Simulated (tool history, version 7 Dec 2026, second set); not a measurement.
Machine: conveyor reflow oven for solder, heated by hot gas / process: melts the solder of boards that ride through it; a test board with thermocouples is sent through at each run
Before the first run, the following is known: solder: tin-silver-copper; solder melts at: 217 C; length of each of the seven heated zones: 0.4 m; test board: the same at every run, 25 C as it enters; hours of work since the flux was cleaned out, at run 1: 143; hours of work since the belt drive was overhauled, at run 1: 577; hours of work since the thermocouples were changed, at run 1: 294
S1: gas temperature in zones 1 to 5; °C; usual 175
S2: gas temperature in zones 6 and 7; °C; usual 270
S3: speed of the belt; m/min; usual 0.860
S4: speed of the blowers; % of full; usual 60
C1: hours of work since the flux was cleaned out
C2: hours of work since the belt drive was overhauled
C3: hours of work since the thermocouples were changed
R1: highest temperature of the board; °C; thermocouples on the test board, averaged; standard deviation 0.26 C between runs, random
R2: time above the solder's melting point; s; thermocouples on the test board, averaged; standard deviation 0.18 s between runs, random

Run 1, hour 0.0: usual settings; C1 143; C2 577; C3 294. Result: R1 246.7 °C, R2 38.0 s.
Run 2, hour 20.2: usual settings; C1 153; C2 587; C3 305. Result: R1 247.4 °C, R2 38.0 s.
Run 3, hour 35.5: usual settings; C1 161; C2 594; C3 312. Result: R1 247.5 °C, R2 38.2 s.
Run 4, hour 63.7: usual settings; C1 175; C2 609; C3 326. Result: R1 246.8 °C, R2 38.3 s.
Run 5, hour 83.0: usual settings; C1 184; C2 618; C3 336. Result: R1 246.8 °C, R2 38.1 s.
Run 6, hour 110.8: usual settings but S2 260 °C; C1 198; C2 632; C3 350. Result: R1 238.4 °C, R2 31.9 s.
Run 7, hour 131.9: usual settings; C1 209; C2 643; C3 360. Result: R1 246.7 °C, R2 37.8 s.
At hour 144.1: flux residue cleaned out of gas plates and filters.
Run 8, hour 161.1: usual settings; C1 9; C2 655; C3 373. Result: R1 246.2 °C, R2 37.1 s.
Run 9, hour 175.7: usual settings but S4 84 % of full; C1 16; C2 662; C3 380. Result: R1 252.6 °C, R2 42.7 s.
At hour 201.4: flux residue cleaned out of gas plates and filters, once more.
Run 10, hour 205.3: usual settings but S4 84 % of full; C1 2; C2 674; C3 392. Result: R1 254.4 °C, R2 43.9 s.
Run 11, hour 236.0: usual settings but S3 0.970 m/min; C1 17; C2 690; C3 408. Result: R1 242.8 °C, R2 30.5 s.
Run 12, hour 264.4: usual settings but S3 0.970 m/min; C1 32; C2 704; C3 422. Result: R1 242.9 °C, R2 30.6 s.
Run 13, hour 295.4: usual settings but S3 0.970 m/min; C1 47; C2 720; C3 437. Result: R1 242.7 °C, R2 30.2 s.
Run 14, hour 324.5: usual settings; C1 62; C2 734; C3 452. Result: R1 247.4 °C, R2 38.5 s.
Run 15, hour 339.5: usual settings but S3 0.993 m/min; C1 69; C2 742; C3 459. Result: R1 241.7 °C, R2 28.4 s.
Run 16, hour 356.9: usual settings but S3 0.845 m/min, S4 57 % of full; C1 78; C2 750; C3 468. Result: R1 246.7 °C, R2 38.8 s.
Run 17, hour 378.0: usual settings but S1 172 °C, S2 266 °C, S3 0.784 m/min, S4 68 % of full; C1 88; C2 761; C3 479. Result: R1 248.9 °C, R2 43.9 s.
Run 18, hour 403.3: usual settings but S2 265 °C, S3 0.975 m/min; C1 101; C2 774; C3 491. Result: R1 238.0 °C, R2 27.1 s.
Run 19, hour 431.6: usual settings but S3 0.835 m/min, S4 90 % of full; C1 115; C2 788; C3 506. Result: R1 255.8 °C, R2 45.9 s.
Run 20, hour 451.3: usual settings but S2 275 °C, S4 57 % of full; C1 125; C2 798; C3 515. Result: R1 249.7 °C, R2 39.8 s.
Run 21, hour 466.0: usual settings but S2 269 °C, S4 70 % of full; C1 132; C2 805; C3 523. Result: R1 249.2 °C, R2 40.2 s.
Run 22, hour 481.9: usual settings but S3 0.765 m/min, S4 76 % of full; C1 140; C2 813; C3 531. Result: R1 254.8 °C, R2 49.7 s.
Run 23, hour 510.6: usual settings but S3 0.765 m/min, S4 68 % of full; C1 155; C2 827; C3 545. Result: R1 252.6 °C, R2 48.5 s.
Run 24, hour 539.7: usual settings but S3 0.765 m/min, S4 68 % of full; C1 169; C2 842; C3 560. Result: R1 253.2 °C, R2 48.5 s.
Run 25, hour 572.6: usual settings but S1 162 °C, S2 276 °C, S3 0.707 m/min, S4 64 % of full; C1 186; C2 858; C3 576. Result: R1 257.4 °C, R2 51.5 s.
Run 26, hour 603.0: usual settings but S1 162 °C, S2 276 °C, S3 0.707 m/min, S4 64 % of full; C1 201; C2 874; C3 591. Result: R1 258.2 °C, R2 51.3 s.
At hour 630.9: flux residue cleaned out of gas plates and filters.
Run 27, hour 637.5: usual settings but S1 160 °C, S2 276 °C, S3 0.707 m/min, S4 80 % of full; C1 3; C2 888; C3 606. Result: R1 262.4 °C, R2 54.8 s.
Run 28, hour 664.1: usual settings but S1 161 °C, S2 284 °C, S3 0.892 m/min, S4 82 % of full; C1 17; C2 902; C3 619. Result: R1 261.9 °C, R2 42.3 s.
Run 29, hour 679.4: usual settings but S1 185 °C, S2 283 °C, S3 0.972 m/min, S4 54 % of full; C1 24; C2 909; C3 627. Result: R1 252.4 °C, R2 38.5 s.
Run 30, hour 695.1: usual settings but S1 185 °C, S2 283 °C, S3 0.972 m/min, S4 54 % of full; C1 32; C2 917; C3 635. Result: R1 252.3 °C, R2 38.1 s.

A few steps of R1 between consecutive runs. Split each: what settings, incoming material and random variation would produce without the hidden state, and what is left over for the hidden state, along with gauge scatter present in only one of the two compared results (measured, and without hidden state):
Hidden conditions of the tool in this case: heat that the gas passes to the board, % of a clean oven's; belt's true speed, % of the reading; true gas temperature in zones 6 and 7 over the reading, C; drift of the gauge itself on peak_c, C; drift of the gauge itself on liquid_s, %.
Run 7 -> 8: flux residue cleaned out of gas plates and filters. R1 -0.5 °C: hidden state -0.5, all else +0.0.
Run 9 -> 10: flux residue cleaned out of gas plates and filters, once more. R1 +1.8 °C: hidden state +1.9, all else -0.1.
Run 10 -> 11: S3 0.860 -> 0.970, S4 84 -> 60. R1 -11.6 °C: hidden state +0.1, all else -11.7.
Run 17 -> 18: S1 172 -> 175, S2 266 -> 265, S3 0.784 -> 0.975, S4 68 -> 60. R1 -10.9 °C: hidden state +0.1, all else -11.0.
Run 18 -> 19: S2 265 -> 270, S3 0.975 -> 0.835, S4 60 -> 90. R1 +17.8 °C: hidden state -0.5, all else +18.3.
Run 26 -> 27: S1 162 -> 160, S4 64 -> 80, flux residue cleaned out of gas plates and filters. R1 +4.2 °C: hidden state +1.0, all else +3.2.
